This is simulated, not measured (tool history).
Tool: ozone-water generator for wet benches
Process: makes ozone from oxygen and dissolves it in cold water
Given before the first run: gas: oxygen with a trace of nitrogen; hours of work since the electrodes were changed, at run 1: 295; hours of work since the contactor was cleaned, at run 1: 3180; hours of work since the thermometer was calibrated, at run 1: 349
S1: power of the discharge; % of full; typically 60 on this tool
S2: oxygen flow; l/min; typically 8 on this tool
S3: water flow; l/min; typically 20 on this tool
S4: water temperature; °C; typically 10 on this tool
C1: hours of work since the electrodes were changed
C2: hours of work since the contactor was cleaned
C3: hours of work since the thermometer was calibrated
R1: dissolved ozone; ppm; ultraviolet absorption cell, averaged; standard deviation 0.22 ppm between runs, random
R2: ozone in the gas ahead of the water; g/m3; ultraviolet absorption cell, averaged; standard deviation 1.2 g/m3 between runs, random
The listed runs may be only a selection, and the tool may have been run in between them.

{"run": 1, "hour": 0.0, "S1": 60, "S2": 8, "S3": 20, "S4": 10, "C1": 295, "C2": 3180, "C3": 349, "R1": 31.7, "R2": 206}
{"run": 2, "hour": 35.2, "S1": 60, "S2": 8, "S3": 20, "S4": 8, "C1": 320, "C2": 3205, "C3": 374, "R1": 32.5, "R2": 205.9}
{"run": 3, "hour": 73.6, "S1": 60, "S2": 8, "S3": 15, "S4": 8, "C1": 347, "C2": 3233, "C3": 401, "R1": 40.6, "R2": 205.5}
{"run": 4, "hour": 101.2, "S1": 60, "S2": 8, "S3": 15, "S4": 8, "C1": 367, "C2": 3252, "C3": 421, "R1": 40.4, "R2": 206.5}
{"run": 5, "hour": 129.8, "S1": 60, "S2": 8, "S3": 15, "S4": 8, "C1": 387, "C2": 3272, "C3": 441, "R1": 40.6, "R2": 205.4}
{"run": 6, "hour": 181.4, "S1": 60, "S2": 8, "S3": 20, "S4": 10, "C1": 424, "C2": 3309, "C3": 478, "R1": 31.4, "R2": 204}
{"run": 7, "hour": 240.2, "S1": 60, "S2": 8, "S3": 20, "S4": 10, "C1": 465, "C2": 3350, "C3": 519, "R1": 31.3, "R2": 201.7}
{"run": 8, "hour": 274.4, "S1": 60, "S2": 8, "S3": 20, "S4": 10, "C1": 490, "C2": 3375, "C3": 543, "R1": 31.1, "R2": 203.1}
{"run": 9, "hour": 321.7, "S1": 60, "S2": 8, "S3": 20, "S4": 10, "C1": 523, "C2": 3408, "C3": 577, "R1": 31.2, "R2": 203.1}
{"run": 10, "hour": 379.3, "S1": 60, "S2": 5.7, "S3": 20, "S4": 10, "C1": 564, "C2": 3449, "C3": 618, "R1": 30.9, "R2": 243.5}
{"run": 11, "hour": 432.9, "S1": 60, "S2": 10.44, "S3": 20, "S4": 10, "C1": 602, "C2": 3487, "C3": 656, "R1": 30.4, "R2": 175.3}
{"run": 12, "hour": 480.6, "S1": 60, "S2": 10.44, "S3": 20, "S4": 7, "C1": 636, "C2": 3521, "C3": 689, "R1": 32.4, "R2": 176.2}
{"run": 13, "hour": 539.9, "S1": 60, "S2": 10.44, "S3": 20, "S4": 7, "C1": 678, "C2": 3563, "C3": 732, "R1": 32.5, "R2": 175}
{"run": 14, "hour": 580.5, "S1": 60, "S2": 10.44, "S3": 20, "S4": 7, "C1": 706, "C2": 3592, "C3": 760, "R1": 32.2, "R2": 174.4}
{"run": 15, "hour": 635.3, "S1": 60, "S2": 8, "S3": 20, "S4": 10, "C1": 745, "C2": 3630, "C3": 799, "R1": 31.1, "R2": 200.7}
{"run": 16, "hour": 678.3, "S1": 85, "S2": 8, "S3": 20, "S4": 10, "C1": 776, "C2": 3661, "C3": 829, "R1": 37.1, "R2": 243.1}
{"run": 17, "hour": 727.8, "S1": 85, "S2": 8, "S3": 20, "S4": 10, "C1": 811, "C2": 3696, "C3": 865, "R1": 37.1, "R2": 241.7}
{"run": 18, "hour": 780.0, "S1": 60, "S2": 5.79, "S3": 26, "S4": 13, "C1": 848, "C2": 3733, "C3": 902, "R1": 22.9, "R2": 238}
{"run": 19, "hour": 826.4, "S1": 60, "S2": 5.79, "S3": 26, "S4": 13, "C1": 880, "C2": 3766, "C3": 934, "R1": 23, "R2": 238.4}
{"hour": 831.0, "done": "water thermometer calibrated"}
{"run": 20, "hour": 868.4, "S1": 60, "S2": 5.79, "S3": 26, "S4": 13, "C1": 910, "C2": 3795, "C3": 26, "R1": 23.1, "R2": 237.3}
{"run": 21, "hour": 900.3, "S1": 60, "S2": 14.14, "S3": 26, "S4": 7, "C1": 932, "C2": 3818, "C3": 49, "R1": 25.2, "R2": 148.7}
{"run": 22, "hour": 934.8, "S1": 63, "S2": 10.83, "S3": 19, "S4": 9, "C1": 957, "C2": 3842, "C3": 74, "R1": 32.4, "R2": 174.5}
{"run": 23, "hour": 967.9, "S1": 63, "S2": 10.83, "S3": 19, "S4": 9, "C1": 980, "C2": 3866, "C3": 97, "R1": 32, "R2": 172.4}
{"run": 24, "hour": 999.2, "S1": 42, "S2": 8.89, "S3": 14, "S4": 9, "C1": 1002, "C2": 3888, "C3": 119, "R1": 33.3, "R2": 154.8}
{"run": 25, "hour": 1046.8, "S1": 56, "S2": 5.42, "S3": 14, "S4": 7, "C1": 1036, "C2": 3921, "C3": 153, "R1": 40.9, "R2": 235.2}
{"run": 26, "hour": 1096.1, "S1": 91, "S2": 6.91, "S3": 20, "S4": 10, "C1": 1071, "C2": 3956, "C3": 188, "R1": 38.3, "R2": 267.9}
{"hour": 1128.9, "done": "water thermometer calibrated, once more"}
{"run": 27, "hour": 1138.4, "S1": 91, "S2": 6.91, "S3": 20, "S4": 10, "C1": 1101, "C2": 3986, "C3": 7, "R1": 38.2, "R2": 267.1}
{"run": 28, "hour": 1201.1, "S1": 91, "S2": 6.91, "S3": 20, "S4": 10, "C1": 1145, "C2": 4030, "C3": 51, "R1": 37.9, "R2": 266}
{"run": 29, "hour": 1236.6, "S1": 60, "S2": 11.01, "S3": 30, "S4": 10, "C1": 1170, "C2": 4055, "C3": 76, "R1": 21.3, "R2": 165.7}
{"run": 30, "hour": 1274.3, "S1": 60, "S2": 11.01, "S3": 30, "S4": 10, "C1": 1197, "C2": 4082, "C3": 103, "R1": 20.9, "R2": 167.2}
{"run": 31, "hour": 1307.7, "S1": 68, "S2": 6.78, "S3": 19, "S4": 15, "C1": 1221, "C2": 4106, "C3": 127, "R1": 31.1, "R2": 230.8}
{"run": 32, "hour": 1336.7, "S1": 68, "S2": 10.05, "S3": 19, "S4": 15, "C1": 1241, "C2": 4126, "C3": 147, "R1": 30.1, "R2": 187.9}
{"run": 33, "hour": 1399.9, "S1": 68, "S2": 5.58, "S3": 27, "S4": 15, "C1": 1286, "C2": 4171, "C3": 192, "R1": 22.4, "R2": 253.9}
{"run": 34, "hour": 1448.3, "S1": 68, "S2": 5.58, "S3": 27, "S4": 15, "C1": 1320, "C2": 4205, "C3": 226, "R1": 22.2, "R2": 256.7}

Measured less the same run without the tool's hidden state. The same run-to-run variation is in both; the gauge's scatter may not be:
The hidden state here: yield of the discharge, % of new electrodes'; contactor's efficiency, % of a clean one's; true water temperature over the reading, C; drift of the gauge itself on ozone_ppm, %; drift of the gauge itself on gas_g_m3, %.
run=1 R1=-1.4 R2=-2.7
run=2 R1=-1.5 R2=-3
run=3 R1=-1.7 R2=-3.2
run=4 R1=-1.8 R2=-3.5
run=5 R1=-1.9 R2=-3.6
run=6 R1=-1.6 R2=-3.8
run=7 R1=-1.6 R2=-4.2
run=8 R1=-1.7 R2=-4.4
run=9 R1=-1.8 R2=-4.7
run=10 R1=-1.9 R2=-6
run=11 R1=-1.9 R2=-4.6
run=12 R1=-2.1 R2=-4.9
run=13 R1=-2.1 R2=-5.2
run=14 R1=-2.1 R2=-5.4
run=15 R1=-2.1 R2=-6.5
run=16 R1=-3 R2=-10.1
run=17 R1=-3 R2=-10.4
run=18 R1=-1.9 R2=-8.9
run=19 R1=-1.9 R2=-9.2
run=20 R1=-2 R2=-9.4
run=21 R1=-2.2 R2=-6
run=22 R1=-2.7 R2=-7.5
run=23 R1=-2.7 R2=-7.7
run=24 R1=-2.2 R2=-5.3
run=25 R1=-3.1 R2=-10.2
run=26 R1=-3.9 R2=-15.9
run=27 R1=-3.9 R2=-16.2
run=28 R1=-3.9 R2=-16.8
run=29 R1=-2.2 R2=-8.5
run=30 R1=-2.2 R2=-8.7
run=31 R1=-3.1 R2=-13.4
run=32 R1=-3 R2=-11
run=33 R1=-2.5 R2=-15.4
run=34 R1=-2.6 R2=-16

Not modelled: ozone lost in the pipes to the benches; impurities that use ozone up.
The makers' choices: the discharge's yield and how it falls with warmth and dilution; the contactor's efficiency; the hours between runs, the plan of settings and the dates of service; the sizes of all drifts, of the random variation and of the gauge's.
